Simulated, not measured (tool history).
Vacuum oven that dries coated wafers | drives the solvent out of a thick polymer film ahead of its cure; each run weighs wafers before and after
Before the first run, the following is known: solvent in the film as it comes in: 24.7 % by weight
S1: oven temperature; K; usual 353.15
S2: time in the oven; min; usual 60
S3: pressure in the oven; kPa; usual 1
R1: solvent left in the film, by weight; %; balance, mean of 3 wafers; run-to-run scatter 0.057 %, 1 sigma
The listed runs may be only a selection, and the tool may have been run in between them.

Run 1, hour 0.0: usual settings. Result: R1 3.05 %.
Run 2, hour 39.8: usual settings. Result: R1 3.03 %.
Run 3, hour 92.2: usual settings. Result: R1 3.00 %.
Run 4, hour 143.5: usual settings. Result: R1 3.10 %.
Run 5, hour 185.5: usual settings but S1 356.15 K. Result: R1 1.95 %.
Run 6, hour 227.0: usual settings. Result: R1 3.15 %.
Run 7, hour 279.7: usual settings. Result: R1 3.11 %.

Run 8 is up next; what results do you expect?
Run 8, hour 333.7: usual settings but S1 360.15 K, S2 90 min. Result: R1 ?.

Run 8 produced R1 0.38 %.
Take away the tool's hidden state, keep the run-to-run variation as it was, and the same run would have given R1 0.31 %.
